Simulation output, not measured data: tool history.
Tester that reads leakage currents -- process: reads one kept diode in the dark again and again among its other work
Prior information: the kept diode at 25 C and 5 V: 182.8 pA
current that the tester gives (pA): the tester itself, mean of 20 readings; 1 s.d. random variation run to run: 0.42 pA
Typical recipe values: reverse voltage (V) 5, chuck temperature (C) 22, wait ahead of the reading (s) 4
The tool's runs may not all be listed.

| run | hour | reverse voltage (V) | chuck temperature (C) | wait ahead of the reading (s) | current that the tester gives (pA) |
|---|---|---|---|---|---|
| 1 | 0 | 5 | 22 | 4 | 165.58 |
| 2 | 59.9 | 5 | 22 | 4 | 167.53 |
| 3 | 122.9 | 5 | 55 | 4 | 2769.65 |
| 4 | 190.5 | 5 | 55 | 4 | 2797.04 |
| 5 | 258.4 | 5 | 55 | 4 | 2788.58 |
| 6 | 318.4 | 5 | 55 | 4 | 2807.9 |
| 7 | 366.1 | 5 | 55 | 1.52 | 2824.06 |
| 8 | 436.7 | 18.64 | 22 | 4 | 364.98 |
| 9 | 524.2 | 18.64 | 22 | 4 | 367.56 |

Run 10 comes next. What will it give?
| 10 | 615.5 | 18.64 | 22 | 4 | ? |

Run 10 yielded current that the tester gives (pA) 370.35.
Had the tool carried no hidden state, the very same run would have given current that the tester gives (pA) 276.73.

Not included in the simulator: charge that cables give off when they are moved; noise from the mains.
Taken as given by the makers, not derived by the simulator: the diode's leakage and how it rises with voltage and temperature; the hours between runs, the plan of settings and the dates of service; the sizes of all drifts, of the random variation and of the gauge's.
